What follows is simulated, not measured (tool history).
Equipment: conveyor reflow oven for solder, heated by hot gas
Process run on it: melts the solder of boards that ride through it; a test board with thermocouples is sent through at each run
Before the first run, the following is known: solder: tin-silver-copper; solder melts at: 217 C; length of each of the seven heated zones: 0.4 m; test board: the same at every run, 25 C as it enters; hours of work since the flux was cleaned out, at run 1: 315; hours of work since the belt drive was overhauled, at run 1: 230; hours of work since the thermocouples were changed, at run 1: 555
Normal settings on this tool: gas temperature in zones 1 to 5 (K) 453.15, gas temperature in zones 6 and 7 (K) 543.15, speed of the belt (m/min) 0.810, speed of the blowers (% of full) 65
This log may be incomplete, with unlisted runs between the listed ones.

| run | hour | gas temperature in zones 1 to 5 (K) | gas temperature in zones 6 and 7 (K) | speed of the belt (m/min) | speed of the blowers (% of full) | hours of work since the flux was cleaned out | hours of work since the belt drive was overhauled | hours of work since the thermocouples were changed | highest temperature of the board (K) | time above the solder's melting point (s) |
|---|---|---|---|---|---|---|---|---|---|---|
| 1 | 0.0 | 453.15 | 543.15 | 0.810 | 65 | 315 | 230 | 555 | 525.55 | 45.9 |
|  | 8.5 | flux residue cleaned out of gas plates and filters |
| 2 | 45.2 | 453.15 | 543.15 | 0.810 | 65 | 20 | 252 | 577 | 527.75 | 47.2 |
| 3 | 84.4 | 453.15 | 543.15 | 0.810 | 65 | 40 | 272 | 598 | 527.65 | 47.5 |
| 4 | 112.9 | 453.15 | 543.15 | 0.810 | 65 | 56 | 288 | 613 | 527.55 | 47.6 |
| 5 | 154.6 | 453.15 | 543.15 | 0.810 | 65 | 78 | 310 | 635 | 527.45 | 47.4 |
| 6 | 182.5 | 453.15 | 543.15 | 0.810 | 65 | 93 | 325 | 650 | 527.35 | 47.0 |
| 7 | 220.2 | 453.15 | 543.15 | 0.810 | 65 | 113 | 345 | 670 | 527.35 | 47.3 |
| 8 | 273.7 | 450.15 | 543.15 | 0.810 | 65 | 141 | 373 | 698 | 526.55 | 45.9 |
| 9 | 321.9 | 453.15 | 543.15 | 0.810 | 60 | 167 | 399 | 724 | 525.35 | 46.1 |
| 10 | 357.9 | 464.15 | 543.15 | 0.810 | 65 | 186 | 418 | 743 | 529.05 | 51.9 |
| 11 | 388.2 | 453.15 | 543.15 | 0.810 | 65 | 202 | 434 | 759 | 526.75 | 46.8 |
| 12 | 436.4 | 453.15 | 539.15 | 0.810 | 65 | 228 | 460 | 785 | 523.25 | 44.6 |
| 13 | 473.6 | 453.15 | 539.15 | 0.810 | 65 | 248 | 480 | 805 | 523.05 | 44.9 |
| 14 | 535.2 | 453.15 | 531.15 | 0.912 | 65 | 281 | 513 | 838 | 512.15 | 31.4 |
| 15 | 561.1 | 453.15 | 541.15 | 0.729 | 65 | 294 | 526 | 852 | 527.95 | 53.7 |
|  | 607.8 | flux residue cleaned out of gas plates and filters |
| 16 | 629.4 | 453.15 | 541.15 | 0.729 | 65 | 12 | 560 | 885 | 529.65 | 54.9 |
| 17 | 676.9 | 459.15 | 538.15 | 0.810 | 84 | 37 | 585 | 911 | 528.85 | 51.3 |
| 18 | 722.3 | 439.15 | 543.15 | 0.810 | 65 | 61 | 610 | 935 | 525.55 | 42.8 |
| 19 | 752.2 | 451.15 | 543.15 | 0.810 | 87 | 77 | 626 | 951 | 532.55 | 50.5 |
| 20 | 786.3 | 449.15 | 542.15 | 0.928 | 50 | 95 | 644 | 969 | 515.35 | 31.2 |
| 21 | 842.9 | 449.15 | 542.15 | 0.928 | 50 | 125 | 674 | 999 | 515.25 | 31.0 |

Expected results for the next run?
| 22 | 897.5 | 462.15 | 552.15 | 0.756 | 64 | 154 | 703 | 1028 | ? | ? |

Run 22 came out at highest temperature of the board (K) 539.15, time above the solder's melting point (s) 60.4.
Take away the tool's hidden state, keep the run-to-run variation as it was, and the same run would have given highest temperature of the board (K) 538.35, time above the solder's melting point (s) 59.0.
